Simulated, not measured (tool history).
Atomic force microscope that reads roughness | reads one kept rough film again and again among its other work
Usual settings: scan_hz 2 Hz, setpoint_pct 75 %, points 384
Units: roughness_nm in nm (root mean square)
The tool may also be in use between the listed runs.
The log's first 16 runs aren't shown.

| run | hour | scan_hz | setpoint_pct | points | roughness_nm |
|---|---|---|---|---|---|
|  | 992.6 | new tip fitted |
| 17 | 994.1 | 2 | 75 | 384 | 2.656 |
| 18 | 1063.2 | 2 | 56 | 384 | 2.916 |
|  | 1117.2 | new tip fitted |
| 19 | 1149 | 2 | 56 | 384 | 2.94 |
| 20 | 1221.6 | 0.99 | 77 | 488 | 2.788 |
|  | 1236.5 | new tip fitted |
| 21 | 1287.2 | 2.53 | 71 | 488 | 2.63 |
| 22 | 1323.9 | 2.53 | 71 | 488 | 2.592 |
|  | 1359.2 | new tip fitted |
| 23 | 1389.6 | 2 | 90 | 446 | 2.278 |
| 24 | 1437.6 | 1.39 | 56 | 330 | 2.965 |
|  | 1479.4 | new tip fitted |
| 25 | 1508.5 | 1.39 | 56 | 330 | 2.979 |
| 26 | 1544 | 1.39 | 56 | 330 | 2.966 |
|  | 1600.2 | new tip fitted |
| 27 | 1619.9 | 1.39 | 56 | 330 | 2.986 |
| 28 | 1681.1 | 1.39 | 56 | 330 | 2.945 |

The next listed run, before its measurement:
|  | 1719.9 | new tip fitted |
| 29 | 1731.4 | 3.35 | 65 | 384 | ? |

{"run 29": {"roughness_nm": 2.67}}
Without the tool's hidden state the same run would have given roughness_nm 2.712 nm (root mean square).

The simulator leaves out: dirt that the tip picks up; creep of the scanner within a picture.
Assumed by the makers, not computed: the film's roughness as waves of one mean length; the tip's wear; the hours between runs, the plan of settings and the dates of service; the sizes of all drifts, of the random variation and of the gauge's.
